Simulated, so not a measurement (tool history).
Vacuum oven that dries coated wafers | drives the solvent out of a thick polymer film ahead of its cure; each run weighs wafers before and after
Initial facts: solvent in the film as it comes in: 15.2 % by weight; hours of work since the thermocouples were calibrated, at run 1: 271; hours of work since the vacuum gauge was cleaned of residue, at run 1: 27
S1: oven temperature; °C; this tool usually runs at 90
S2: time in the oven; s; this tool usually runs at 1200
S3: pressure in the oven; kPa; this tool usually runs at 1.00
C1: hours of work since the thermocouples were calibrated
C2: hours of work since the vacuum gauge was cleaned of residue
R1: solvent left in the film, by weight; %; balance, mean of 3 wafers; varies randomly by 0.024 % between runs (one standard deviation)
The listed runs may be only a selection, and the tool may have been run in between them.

{"run": 1, "hour": 0.0, "S1": 90, "S2": 1200, "S3": 1.0, "C1": 271, "C2": 27, "R1": 2.72}
{"run": 2, "hour": 11.3, "S1": 90, "S2": 1200, "S3": 1.0, "C1": 278, "C2": 35, "R1": 2.73}
{"run": 3, "hour": 23.7, "S1": 90, "S2": 1200, "S3": 1.0, "C1": 286, "C2": 43, "R1": 2.72}
{"run": 4, "hour": 34.5, "S1": 90, "S2": 1200, "S3": 2.3, "C1": 294, "C2": 50, "R1": 3.85}
{"run": 5, "hour": 44.0, "S1": 90, "S2": 1200, "S3": 2.3, "C1": 300, "C2": 57, "R1": 3.83}
{"run": 6, "hour": 55.3, "S1": 90, "S2": 1200, "S3": 0.96, "C1": 308, "C2": 64, "R1": 2.68}
{"run": 7, "hour": 64.7, "S1": 100, "S2": 1200, "S3": 1.0, "C1": 314, "C2": 71, "R1": 1.2}
{"run": 8, "hour": 75.8, "S1": 100, "S2": 1200, "S3": 1.0, "C1": 321, "C2": 78, "R1": 1.2}
{"run": 9, "hour": 84.1, "S1": 100, "S2": 1200, "S3": 1.0, "C1": 327, "C2": 83, "R1": 1.18}
{"run": 10, "hour": 92.9, "S1": 100, "S2": 1200, "S3": 1.0, "C1": 333, "C2": 89, "R1": 1.14}
{"run": 11, "hour": 104.0, "S1": 104, "S2": 1200, "S3": 1.0, "C1": 340, "C2": 97, "R1": 0.82}
{"run": 12, "hour": 112.5, "S1": 104, "S2": 1200, "S3": 1.0, "C1": 346, "C2": 103, "R1": 0.88}
{"run": 13, "hour": 118.0, "S1": 90, "S2": 1200, "S3": 0.9, "C1": 349, "C2": 106, "R1": 2.66}
{"run": 14, "hour": 129.3, "S1": 90, "S2": 1200, "S3": 0.9, "C1": 357, "C2": 114, "R1": 2.65}
{"run": 15, "hour": 140.2, "S1": 90, "S2": 1200, "S3": 1.0, "C1": 364, "C2": 121, "R1": 2.75}
{"run": 16, "hour": 149.8, "S1": 90, "S2": 1200, "S3": 1.0, "C1": 371, "C2": 127, "R1": 2.8}
{"run": 17, "hour": 163.3, "S1": 90, "S2": 660, "S3": 1.0, "C1": 380, "C2": 136, "R1": 5.08}
{"run": 18, "hour": 168.8, "S1": 90, "S2": 660, "S3": 1.0, "C1": 383, "C2": 140, "R1": 5.12}
{"run": 19, "hour": 180.0, "S1": 90, "S2": 660, "S3": 1.0, "C1": 391, "C2": 148, "R1": 5.12}
{"run": 20, "hour": 187.9, "S1": 90, "S2": 1200, "S3": 1.0, "C1": 396, "C2": 153, "R1": 2.75}
{"run": 21, "hour": 199.8, "S1": 90, "S2": 1200, "S3": 1.0, "C1": 404, "C2": 161, "R1": 2.75}
{"run": 22, "hour": 211.8, "S1": 77, "S2": 1200, "S3": 1.22, "C1": 412, "C2": 169, "R1": 6.34}
{"run": 23, "hour": 224.5, "S1": 79, "S2": 1080, "S3": 0.95, "C1": 421, "C2": 177, "R1": 5.85}
{"run": 24, "hour": 231.0, "S1": 97, "S2": 960, "S3": 2.55, "C1": 425, "C2": 182, "R1": 3.21}
{"run": 25, "hour": 242.2, "S1": 81, "S2": 1920, "S3": 1.02, "C1": 433, "C2": 189, "R1": 3.28}
{"run": 26, "hour": 254.3, "S1": 98, "S2": 600, "S3": 1.09, "C1": 441, "C2": 197, "R1": 3.64}
{"run": 27, "hour": 266.1, "S1": 75, "S2": 1020, "S3": 2.57, "C1": 449, "C2": 205, "R1": 8.96}
{"run": 28, "hour": 279.5, "S1": 75, "S2": 1020, "S3": 2.57, "C1": 457, "C2": 214, "R1": 9.0}
{"run": 29, "hour": 287.1, "S1": 104, "S2": 960, "S3": 2.53, "C1": 463, "C2": 219, "R1": 2.03}
{"run": 30, "hour": 299.7, "S1": 104, "S2": 960, "S3": 2.53, "C1": 471, "C2": 228, "R1": 2.01}
{"run": 31, "hour": 308.7, "S1": 103, "S2": 1260, "S3": 0.69, "C1": 477, "C2": 234, "R1": 0.72}
{"run": 32, "hour": 320.1, "S1": 103, "S2": 960, "S3": 3.97, "C1": 485, "C2": 241, "R1": 3.04}
{"run": 33, "hour": 331.5, "S1": 103, "S2": 960, "S3": 3.97, "C1": 492, "C2": 249, "R1": 3.02}
{"run": 34, "hour": 343.7, "S1": 103, "S2": 1860, "S3": 0.67, "C1": 500, "C2": 257, "R1": 0.47}
{"run": 35, "hour": 352.5, "S1": 103, "S2": 1860, "S3": 0.67, "C1": 506, "C2": 263, "R1": 0.45}
{"run": 36, "hour": 364.2, "S1": 92, "S2": 1260, "S3": 0.67, "C1": 514, "C2": 271, "R1": 1.97}
{"run": 37, "hour": 370.7, "S1": 103, "S2": 660, "S3": 1.09, "C1": 518, "C2": 275, "R1": 2.25}
{"run": 38, "hour": 383.7, "S1": 103, "S2": 660, "S3": 1.09, "C1": 527, "C2": 284, "R1": 2.27}
{"run": 39, "hour": 396.9, "S1": 103, "S2": 780, "S3": 2.01, "C1": 536, "C2": 293, "R1": 2.32}
{"run": 40, "hour": 403.2, "S1": 85, "S2": 1560, "S3": 1.6, "C1": 540, "C2": 297, "R1": 3.66}
{"run": 41, "hour": 412.4, "S1": 89, "S2": 1440, "S3": 1.05, "C1": 546, "C2": 303, "R1": 2.54}
{"run": 42, "hour": 423.4, "S1": 89, "S2": 1440, "S3": 1.05, "C1": 554, "C2": 310, "R1": 2.53}

4 ways to go on from here, each from the tool as it stands after run 42. What would each give?
{"run": "A", "hour": 433.4, "S1": 93, "S2": 1320, "S3": 0.82, "C1": 560, "C2": 317, "R1": "?"}
{"run": "B", "hour": 433.4, "S1": 95, "S2": 1560, "S3": 1.07, "C1": 560, "C2": 317, "R1": "?"}
{"run": "C", "hour": 433.4, "S1": 90, "S2": 1200, "S3": 2.05, "C1": 560, "C2": 317, "R1": "?"}
{"run": "D", "hour": 433.4, "S1": 100, "S2": 1200, "S3": 1.38, "C1": 560, "C2": 317, "R1": "?"}

run=A R1=1.83
run=B R1=1.42
run=C R1=3.69
run=D R1=1.48
What these runs would have given with no unlogged condition in the tool:
run=A R1=1.60
run=B R1=1.25
run=C R1=3.37
run=D R1=1.31
